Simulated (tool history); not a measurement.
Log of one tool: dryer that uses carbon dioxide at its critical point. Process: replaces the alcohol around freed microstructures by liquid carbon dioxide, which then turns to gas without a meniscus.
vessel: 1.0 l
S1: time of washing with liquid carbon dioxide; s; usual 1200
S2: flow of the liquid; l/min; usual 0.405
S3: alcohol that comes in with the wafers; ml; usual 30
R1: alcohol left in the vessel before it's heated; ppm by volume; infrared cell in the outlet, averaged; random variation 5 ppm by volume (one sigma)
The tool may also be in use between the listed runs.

run,hour,S1,S2,S3,R1
1,0.0,1200,0.405,30,47
2,5.0,1200,0.405,35,31
3,12.0,1200,0.405,35,57
4,16.2,1740,0.405,35,28
5,21.5,1200,0.405,30,39
6,29.7,1200,0.405,30,49
7,37.9,1200,0.405,30,37
8,43.3,1200,0.405,30,49
9,48.4,1200,0.405,30,49
10,53.1,1200,0.330,30,69
11,58.4,1200,0.330,30,75
12,63.4,1560,0.550,21,30
13,67.8,1200,0.405,30,40
14,72.0,1860,0.418,78,39
15,79.8,1800,0.405,30,35
16,85.5,1800,0.405,30,37
17,91.4,780,0.405,30,220
18,98.6,1200,0.296,26,122
19,106.9,1200,0.296,26,110
20,112.8,1200,0.296,26,116
21,119.8,1200,0.296,26,116

Hidden state or all else? Some run-to-run changes of R1, split into what the settings, what came in and random variation would give without the hidden state, and what is left for the hidden state (with any gauge scatter that isn't in both results):
The hidden state here: flow that reaches the vessel past the clogged filter, %; alcohol in the recycled carbon dioxide, ppm; drift of the gauge itself on alcohol_ppm, %.
Run 16 -> 17: S1 1800 -> 780. R1 +183 ppm by volume: hidden state +20, all else +163.
Run 17 -> 18: S1 780 -> 1200, S2 0.405 -> 0.296, S3 30 -> 26. R1 -98 ppm by volume: hidden state -9, all else -89.

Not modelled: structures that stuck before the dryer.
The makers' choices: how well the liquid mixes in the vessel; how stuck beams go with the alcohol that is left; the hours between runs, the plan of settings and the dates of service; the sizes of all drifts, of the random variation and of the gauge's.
